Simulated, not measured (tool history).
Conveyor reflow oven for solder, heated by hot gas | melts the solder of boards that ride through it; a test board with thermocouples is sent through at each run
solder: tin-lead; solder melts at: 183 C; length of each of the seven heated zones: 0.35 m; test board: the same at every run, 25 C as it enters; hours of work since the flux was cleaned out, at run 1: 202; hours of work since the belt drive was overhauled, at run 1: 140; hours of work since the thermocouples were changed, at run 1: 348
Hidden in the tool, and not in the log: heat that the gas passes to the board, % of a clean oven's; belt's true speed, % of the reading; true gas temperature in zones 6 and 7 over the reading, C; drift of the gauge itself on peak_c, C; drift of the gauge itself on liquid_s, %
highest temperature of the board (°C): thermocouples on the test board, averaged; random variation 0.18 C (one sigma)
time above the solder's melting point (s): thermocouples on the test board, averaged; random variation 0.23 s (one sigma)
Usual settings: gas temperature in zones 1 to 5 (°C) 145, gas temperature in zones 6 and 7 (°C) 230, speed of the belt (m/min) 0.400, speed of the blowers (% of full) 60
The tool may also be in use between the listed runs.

run	hour	gas temperature in zones 1 to 5 (°C)	gas temperature in zones 6 and 7 (°C)	speed of the belt (m/min)	speed of the blowers (% of full)	hours of work since the flux was cleaned out	hours of work since the belt drive was overhauled	hours of work since the thermocouples were changed	highest temperature of the board (°C)	time above the solder's melting point (s)
1	0.0	145	230	0.400	60	202	140	348	215.3	80.1
2	15.2	145	244	0.400	60	211	150	357	227.0	91.9
3	28.3	145	244	0.400	60	219	158	365	227.2	91.7
4	40.1	145	230	0.400	60	227	165	373	215.2	79.7
5	48.3	145	230	0.400	60	232	170	378	214.8	79.8
6	60.1	145	230	0.400	60	239	177	385	214.9	79.9
7	69.8	145	230	0.400	59	245	183	391	214.8	79.7
8	82.8	145	230	0.473	59	253	191	399	209.1	59.1
9	91.2	149	230	0.400	60	258	196	404	215.5	83.1
10	106.4	149	230	0.400	60	267	206	413	215.6	82.7
11	120.7	145	230	0.400	60	276	214	422	214.7	79.5
12	136.7	145	239	0.329	60	286	224	432	228.5	113.3
13	149.7	132	230	0.400	78	294	232	440	216.0	74.8
14	159.8	145	232	0.400	58	300	238	446	215.9	80.3
15	168.7	144	238	0.400	56	305	244	451	220.5	85.1
16	180.6	144	238	0.400	56	313	251	459	220.3	84.7
17	196.6	145	220	0.427	86	322	261	468	208.5	68.0
18	205.9	145	220	0.427	86	328	266	474	208.4	67.8
19	221.3	142	220	0.427	86	338	276	483	207.9	65.3
20	230.4	145	230	0.342	60	343	281	489	219.0	99.3
21	242.0	146	223	0.396	67	350	288	496	210.5	75.8
22	249.0	146	223	0.396	67	355	293	500	210.2	75.9

Forecast each of these 5 alternatives for the next run:
A	263.2	146	228	0.400	73	363	301	509	?	?
B	263.2	145	230	0.355	70	363	301	509	?	?
C	263.2	137	220	0.400	79	363	301	509	?	?
D	263.2	146	219	0.416	50	363	301	509	?	?
E	263.2	138	230	0.438	90	363	301	509	?	?

run	highest temperature of the board (°C)	time above the solder's melting point (s)
A	215.3	81.0
B	219.8	96.7
C	207.4	67.1
D	201.9	57.4
E	215.4	70.0
Without the tool's hidden state the same runs would have given:
run	highest temperature of the board (°C)	time above the solder's melting point (s)
A	216.8	83.5
B	220.8	98.5
C	209.0	71.0
D	203.1	60.7
E	217.8	73.3

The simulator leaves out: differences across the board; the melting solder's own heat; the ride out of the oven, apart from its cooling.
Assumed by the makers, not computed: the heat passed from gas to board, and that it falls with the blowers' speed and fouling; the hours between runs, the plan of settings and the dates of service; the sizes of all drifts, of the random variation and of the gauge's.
